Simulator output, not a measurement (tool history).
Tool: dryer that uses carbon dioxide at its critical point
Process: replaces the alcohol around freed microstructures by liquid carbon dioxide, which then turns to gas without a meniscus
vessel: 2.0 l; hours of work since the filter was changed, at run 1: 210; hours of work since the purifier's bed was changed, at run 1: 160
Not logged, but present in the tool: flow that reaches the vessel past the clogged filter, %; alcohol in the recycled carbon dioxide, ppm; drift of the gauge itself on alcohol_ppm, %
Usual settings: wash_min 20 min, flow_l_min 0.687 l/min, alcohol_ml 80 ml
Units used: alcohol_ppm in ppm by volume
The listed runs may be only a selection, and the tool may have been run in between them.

| run | hour | wash_min | flow_l_min | alcohol_ml | hours of work since the filter was changed | hours of work since the purifier's bed was changed | alcohol_ppm |
|---|---|---|---|---|---|---|---|
| 1 | 0 | 20 | 0.687 | 80 | 210 | 160 | 173 |
| 2 | 7.5 | 19 | 0.687 | 80 | 215 | 165 | 211 |
| 3 | 19.6 | 20 | 0.471 | 80 | 222 | 173 | 869 |
| 4 | 28.3 | 20 | 0.471 | 37 | 228 | 179 | 430 |
| 5 | 33.5 | 22 | 0.471 | 37 | 231 | 182 | 310 |
| 6 | 40.8 | 22 | 0.471 | 37 | 236 | 187 | 311 |
| 7 | 47.8 | 22 | 0.471 | 37 | 240 | 191 | 311 |
| 8 | 59.7 | 22 | 0.471 | 37 | 248 | 199 | 318 |
| 9 | 65.2 | 20 | 0.687 | 38 | 251 | 202 | 107 |
| 10 | 71.5 | 20 | 0.687 | 38 | 256 | 206 | 124 |
| 11 | 78.1 | 20 | 0.687 | 38 | 260 | 211 | 111 |
| 12 | 86.8 | 20 | 0.687 | 38 | 265 | 216 | 112 |
| 13 | 94.3 | 20 | 0.687 | 38 | 270 | 221 | 116 |
| 14 | 104.3 | 20 | 0.687 | 38 | 277 | 227 | 118 |
| 15 | 110 | 20 | 0.456 | 80 | 280 | 231 | 1047 |
| 16 | 116.6 | 20 | 0.456 | 80 | 284 | 235 | 1052 |
| 17 | 123.5 | 20 | 0.456 | 80 | 289 | 240 | 1071 |
| 18 | 135.1 | 20 | 0.456 | 80 | 296 | 247 | 1082 |
| 19 | 141.8 | 20 | 0.456 | 80 | 301 | 251 | 1095 |
| 20 | 151.7 | 20 | 0.456 | 80 | 307 | 258 | 1082 |
| 21 | 159.6 | 28 | 0.619 | 80 | 312 | 263 | 84 |
| 22 | 169.5 | 23 | 0.482 | 118 | 318 | 269 | 781 |
| 23 | 181.4 | 17 | 0.482 | 118 | 326 | 277 | 2330 |
| 24 | 192.7 | 26 | 0.687 | 80 | 333 | 284 | 94 |
| 25 | 197.8 | 25 | 0.912 | 32 | 336 | 287 | 59 |
| 26 | 207.2 | 17 | 0.936 | 56 | 343 | 293 | 106 |
| 27 | 217.3 | 17 | 0.936 | 56 | 349 | 300 | 103 |
| 28 | 222.7 | 17 | 0.936 | 56 | 352 | 303 | 112 |
| 29 | 234.3 | 18 | 0.687 | 88 | 360 | 311 | 376 |
| 30 | 241.3 | 20 | 0.421 | 80 | 364 | 315 | 1513 |
| 31 | 251.6 | 13 | 0.798 | 117 | 371 | 322 | 1003 |
| 32 | 257 | 25 | 0.767 | 57 | 374 | 325 | 95 |
| 33 | 263.3 | 24 | 0.613 | 38 | 378 | 329 | 139 |
| 34 | 274.8 | 24 | 0.613 | 38 | 386 | 337 | 126 |
| 35 | 279.7 | 26 | 0.613 | 38 | 389 | 340 | 117 |
| 36 | 288.8 | 18 | 0.584 | 85 | 395 | 346 | 762 |
| 37 | 295.3 | 19 | 0.837 | 50 | 399 | 350 | 119 |
| 38 | 302.8 | 19 | 0.837 | 50 | 404 | 355 | 122 |
|  | 307.8 | inlet filter changed |
| 39 | 315 | 20 | 0.651 | 52 | 5 | 362 | 159 |
| 40 | 321.9 | 23 | 0.6 | 64 | 9 | 366 | 150 |

Hidden condition of the tool, last listed run before each entry between runs versus first listed run after:
Runs 38 to 39: inlet filter changed (hour 307.8)
  flow that reaches the vessel past the clogged filter, %: 88.6 -> 99.8; alcohol in the recycled carbon dioxide, ppm: 76.2 -> 77.7
  measured result minus the result with no hidden state, alcohol_ppm: +97 -> +74 ppm by volume
